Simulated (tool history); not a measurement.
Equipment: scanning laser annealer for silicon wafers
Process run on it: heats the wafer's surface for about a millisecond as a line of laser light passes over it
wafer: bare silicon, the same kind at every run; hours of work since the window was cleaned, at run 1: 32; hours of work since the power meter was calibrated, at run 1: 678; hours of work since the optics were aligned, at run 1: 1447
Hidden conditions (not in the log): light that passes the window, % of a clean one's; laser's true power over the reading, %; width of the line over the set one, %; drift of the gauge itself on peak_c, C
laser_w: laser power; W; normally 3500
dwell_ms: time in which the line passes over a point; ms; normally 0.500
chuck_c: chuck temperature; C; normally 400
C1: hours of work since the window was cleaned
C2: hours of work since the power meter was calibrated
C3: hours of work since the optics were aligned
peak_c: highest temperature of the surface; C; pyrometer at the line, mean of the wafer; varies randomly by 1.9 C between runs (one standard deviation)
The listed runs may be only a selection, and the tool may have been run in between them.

{"run": 1, "hour": 0.0, "laser_w": 3500, "dwell_ms": 0.5, "chuck_c": 400, "C1": 32, "C2": 678, "C3": 1447, "peak_c": 1225}
{"run": 2, "hour": 49.9, "laser_w": 3500, "dwell_ms": 0.5, "chuck_c": 400, "C1": 58, "C2": 703, "C3": 1473, "peak_c": 1226}
{"run": 3, "hour": 88.9, "laser_w": 3500, "dwell_ms": 0.444, "chuck_c": 400, "C1": 78, "C2": 724, "C3": 1493, "peak_c": 1174}
{"run": 4, "hour": 144.1, "laser_w": 3500, "dwell_ms": 0.444, "chuck_c": 400, "C1": 107, "C2": 752, "C3": 1522, "peak_c": 1174}
{"run": 5, "hour": 206.5, "laser_w": 3500, "dwell_ms": 0.444, "chuck_c": 400, "C1": 139, "C2": 785, "C3": 1554, "peak_c": 1170}
{"hour": 284.5, "done": "optics aligned, line set to its width"}
{"run": 6, "hour": 290.0, "laser_w": 3500, "dwell_ms": 0.586, "chuck_c": 400, "C1": 180, "C2": 825, "C3": 3, "peak_c": 1304}
{"run": 7, "hour": 359.4, "laser_w": 3500, "dwell_ms": 0.5, "chuck_c": 395, "C1": 216, "C2": 861, "C3": 39, "peak_c": 1226}
{"run": 8, "hour": 434.0, "laser_w": 3568, "dwell_ms": 0.5, "chuck_c": 400, "C1": 255, "C2": 900, "C3": 78, "peak_c": 1243}
{"run": 9, "hour": 492.1, "laser_w": 3568, "dwell_ms": 0.5, "chuck_c": 400, "C1": 285, "C2": 930, "C3": 108, "peak_c": 1240}
{"run": 10, "hour": 555.1, "laser_w": 3500, "dwell_ms": 0.562, "chuck_c": 400, "C1": 317, "C2": 963, "C3": 140, "peak_c": 1274}
{"run": 11, "hour": 602.9, "laser_w": 3500, "dwell_ms": 0.383, "chuck_c": 400, "C1": 342, "C2": 988, "C3": 165, "peak_c": 1118}
{"run": 12, "hour": 662.8, "laser_w": 3500, "dwell_ms": 0.383, "chuck_c": 400, "C1": 373, "C2": 1019, "C3": 196, "peak_c": 1119}
{"run": 13, "hour": 724.7, "laser_w": 3500, "dwell_ms": 0.5, "chuck_c": 400, "C1": 405, "C2": 1051, "C3": 228, "peak_c": 1217}
{"run": 14, "hour": 808.9, "laser_w": 3500, "dwell_ms": 0.5, "chuck_c": 400, "C1": 449, "C2": 1095, "C3": 272, "peak_c": 1217}
{"hour": 842.6, "done": "window over the wafer cleaned"}
{"run": 15, "hour": 889.9, "laser_w": 3500, "dwell_ms": 0.5, "chuck_c": 400, "C1": 25, "C2": 1136, "C3": 313, "peak_c": 1241}
{"hour": 898.9, "done": "laser's power meter calibrated"}
{"run": 16, "hour": 950.1, "laser_w": 3500, "dwell_ms": 0.5, "chuck_c": 400, "C1": 54, "C2": 27, "C3": 343, "peak_c": 1244}
{"run": 17, "hour": 988.0, "laser_w": 3500, "dwell_ms": 0.5, "chuck_c": 400, "C1": 74, "C2": 46, "C3": 362, "peak_c": 1244}
{"run": 18, "hour": 1064.3, "laser_w": 3714, "dwell_ms": 0.5, "chuck_c": 400, "C1": 113, "C2": 86, "C3": 402, "peak_c": 1290}
{"run": 19, "hour": 1130.9, "laser_w": 3500, "dwell_ms": 0.565, "chuck_c": 400, "C1": 148, "C2": 120, "C3": 436, "peak_c": 1292}
{"run": 20, "hour": 1216.1, "laser_w": 3500, "dwell_ms": 0.565, "chuck_c": 400, "C1": 192, "C2": 165, "C3": 481, "peak_c": 1286}
{"run": 21, "hour": 1286.5, "laser_w": 3500, "dwell_ms": 0.565, "chuck_c": 400, "C1": 229, "C2": 201, "C3": 517, "peak_c": 1281}
{"run": 22, "hour": 1360.0, "laser_w": 3244, "dwell_ms": 0.5, "chuck_c": 370, "C1": 267, "C2": 239, "C3": 555, "peak_c": 1142}
{"hour": 1393.7, "done": "laser's power meter calibrated, once more"}
{"run": 23, "hour": 1425.2, "laser_w": 3358, "dwell_ms": 0.5, "chuck_c": 401, "C1": 299, "C2": 16, "C3": 588, "peak_c": 1187}
{"run": 24, "hour": 1497.5, "laser_w": 3633, "dwell_ms": 0.399, "chuck_c": 400, "C1": 337, "C2": 54, "C3": 625, "peak_c": 1151}
{"run": 25, "hour": 1551.9, "laser_w": 3633, "dwell_ms": 0.399, "chuck_c": 400, "C1": 365, "C2": 82, "C3": 653, "peak_c": 1150}
{"run": 26, "hour": 1634.4, "laser_w": 3023, "dwell_ms": 0.4, "chuck_c": 394, "C1": 408, "C2": 125, "C3": 696, "peak_c": 1022}
{"run": 27, "hour": 1712.4, "laser_w": 3786, "dwell_ms": 0.475, "chuck_c": 374, "C1": 448, "C2": 165, "C3": 737, "peak_c": 1222}
{"hour": 1746.4, "done": "window over the wafer cleaned"}
{"run": 28, "hour": 1794.3, "laser_w": 3500, "dwell_ms": 0.5, "chuck_c": 405, "C1": 25, "C2": 207, "C3": 778, "peak_c": 1235}
{"run": 29, "hour": 1838.2, "laser_w": 3500, "dwell_ms": 0.5, "chuck_c": 405, "C1": 48, "C2": 230, "C3": 801, "peak_c": 1231}
{"run": 30, "hour": 1879.3, "laser_w": 3500, "dwell_ms": 0.5, "chuck_c": 405, "C1": 69, "C2": 251, "C3": 822, "peak_c": 1232}
{"run": 31, "hour": 1955.0, "laser_w": 3324, "dwell_ms": 0.566, "chuck_c": 380, "C1": 108, "C2": 290, "C3": 861, "peak_c": 1217}
{"run": 32, "hour": 2007.7, "laser_w": 3843, "dwell_ms": 0.543, "chuck_c": 401, "C1": 136, "C2": 317, "C3": 889, "peak_c": 1343}
{"run": 33, "hour": 2061.5, "laser_w": 3167, "dwell_ms": 0.5, "chuck_c": 400, "C1": 163, "C2": 345, "C3": 917, "peak_c": 1145}
{"run": 34, "hour": 2137.5, "laser_w": 3167, "dwell_ms": 0.355, "chuck_c": 400, "C1": 203, "C2": 385, "C3": 956, "peak_c": 1024}
{"run": 35, "hour": 2218.4, "laser_w": 3500, "dwell_ms": 0.454, "chuck_c": 401, "C1": 245, "C2": 427, "C3": 998, "peak_c": 1177}
{"run": 36, "hour": 2254.2, "laser_w": 3500, "dwell_ms": 0.454, "chuck_c": 401, "C1": 263, "C2": 445, "C3": 1017, "peak_c": 1179}
{"run": 37, "hour": 2319.3, "laser_w": 3830, "dwell_ms": 0.497, "chuck_c": 418, "C1": 297, "C2": 479, "C3": 1050, "peak_c": 1301}
{"run": 38, "hour": 2379.4, "laser_w": 3004, "dwell_ms": 0.5, "chuck_c": 400, "C1": 328, "C2": 510, "C3": 1082, "peak_c": 1099}
{"run": 39, "hour": 2458.6, "laser_w": 3004, "dwell_ms": 0.5, "chuck_c": 400, "C1": 369, "C2": 551, "C3": 1123, "peak_c": 1095}
{"run": 40, "hour": 2506.2, "laser_w": 3004, "dwell_ms": 0.5, "chuck_c": 400, "C1": 394, "C2": 576, "C3": 1147, "peak_c": 1097}

What will run 41 give?
{"run": 41, "hour": 2558.6, "laser_w": 3068, "dwell_ms": 0.379, "chuck_c": 375, "C1": 421, "C2": 603, "C3": 1174, "peak_c": "?"}

Run 41 yielded peak_c 985 C.
If the tool had no hidden condition, the same run with the same run-to-run variation would have returned peak_c 1014 C.

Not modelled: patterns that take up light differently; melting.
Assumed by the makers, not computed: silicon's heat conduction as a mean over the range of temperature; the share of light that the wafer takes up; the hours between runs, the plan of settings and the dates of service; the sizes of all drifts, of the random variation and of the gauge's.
